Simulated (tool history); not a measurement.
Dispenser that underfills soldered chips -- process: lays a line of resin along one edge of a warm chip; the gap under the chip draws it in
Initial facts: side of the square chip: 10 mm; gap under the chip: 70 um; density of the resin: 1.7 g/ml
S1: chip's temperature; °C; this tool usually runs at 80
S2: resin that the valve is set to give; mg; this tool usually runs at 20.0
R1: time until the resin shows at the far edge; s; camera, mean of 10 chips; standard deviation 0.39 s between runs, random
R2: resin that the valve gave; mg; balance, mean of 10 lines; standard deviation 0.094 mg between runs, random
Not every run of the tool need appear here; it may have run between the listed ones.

Run 1, hour 0.0: usual settings. Result: R1 29.6 s, R2 18.38 mg.
Run 2, hour 7.4: usual settings. Result: R1 39.5 s, R2 18.23 mg.
At hour 10.5: new syringe of resin.
At hour 19.0: dispensing valve cleaned and set on the balance.
Run 3, hour 20.5: usual settings but S1 71 °C. Result: R1 55.5 s, R2 20.16 mg.
At hour 24.8: new syringe of resin.
Run 4, hour 31.0: usual settings but S1 72 °C. Result: R1 46.5 s, R2 19.82 mg.
At hour 37.6: new syringe of resin.
Run 5, hour 40.2: usual settings but S1 72 °C. Result: R1 41.0 s, R2 19.81 mg.
At hour 50.8: new syringe of resin.
Run 6, hour 53.5: usual settings but S1 88 °C. Result: R1 21.2 s, R2 19.62 mg.
Run 7, hour 60.4: usual settings but S2 17.1 mg. Result: R1 39.9 s, R2 16.76 mg.
At hour 63.8: new syringe of resin.
Run 8, hour 72.4: usual settings but S2 17.1 mg. Result: R1 38.7 s, R2 16.64 mg.
At hour 77.1: new syringe of resin.
Run 9, hour 79.7: usual settings but S2 17.1 mg. Result: R1 30.3 s, R2 16.67 mg.
At hour 90.4: new syringe of resin.
Run 10, hour 91.0: usual settings but S2 17.1 mg. Result: R1 27.9 s, R2 16.30 mg.
At hour 103.7: new syringe of resin.
Run 11, hour 104.9: usual settings but S2 17.5 mg. Result: R1 28.3 s, R2 16.60 mg.
Run 12, hour 111.1: usual settings. Result: R1 36.5 s, R2 19.04 mg.
At hour 117.5: new syringe of resin.
Run 13, hour 117.5: usual settings. Result: R1 26.8 s, R2 18.78 mg.
Run 14, hour 129.2: usual settings but S1 81 °C, S2 23.0 mg. Result: R1 40.5 s, R2 21.54 mg.
At hour 130.7: new syringe of resin.
Run 15, hour 140.5: usual settings but S1 91 °C, S2 24.8 mg. Result: R1 24.9 s, R2 23.12 mg.
At hour 143.6: new syringe of resin.
Run 16, hour 150.7: usual settings but S1 91 °C, S2 19.6 mg. Result: R1 23.7 s, R2 18.15 mg.
At hour 156.9: new syringe of resin.
Run 17, hour 159.7: usual settings but S1 91 °C, S2 19.6 mg. Result: R1 19.9 s, R2 17.92 mg.
At hour 169.6: new syringe of resin.
Run 18, hour 173.3: usual settings but S1 95 °C, S2 25.5 mg. Result: R1 17.5 s, R2 23.39 mg.
At hour 176.8: dispensing valve cleaned and set on the balance.
At hour 183.3: new syringe of resin.
Run 19, hour 186.9: usual settings but S1 95 °C, S2 25.5 mg. Result: R1 17.1 s, R2 25.27 mg.
At hour 196.4: new syringe of resin.
Run 20, hour 196.8: usual settings but S1 83 °C, S2 17.5 mg. Result: R1 25.1 s, R2 17.31 mg.
Run 21, hour 206.8: usual settings but S1 84 °C. Result: R1 35.2 s, R2 19.67 mg.
At hour 209.6: new syringe of resin.
Run 22, hour 217.8: usual settings but S1 84 °C, S2 21.5 mg. Result: R1 31.9 s, R2 21.16 mg.
At hour 223.0: new syringe of resin.
Run 23, hour 225.8: usual settings but S1 87 °C, S2 19.4 mg. Result: R1 22.9 s, R2 19.09 mg.

Branching from run 23: 5 alternative next runs. What would each branch give?
Run A, hour 234.7: usual settings but S1 72 °C, S2 19.3 mg. Result: R1 ?, R2 ?.
Run B, hour 234.7: usual settings but S1 87 °C, S2 22.8 mg. Result: R1 ?, R2 ?.
Run C, hour 234.7: usual settings but S1 88 °C, S2 18.7 mg. Result: R1 ?, R2 ?.
Run D, hour 234.7: usual settings but S1 87 °C, S2 20.2 mg. Result: R1 ?, R2 ?.
Run E, hour 234.7: usual settings but S1 85 °C, S2 23.0 mg. Result: R1 ?, R2 ?.

run    R1     R2
  A  60.4  18.75
  B  31.5  21.97
  C  30.2  18.03
  D  31.9  19.43
  E  35.4  22.26
Without the tool's hidden state the same runs would have given:
run    R1     R2
  A  34.5  19.40
  B  18.0  22.74
  C  17.3  18.66
  D  18.3  20.11
  E  20.4  23.04
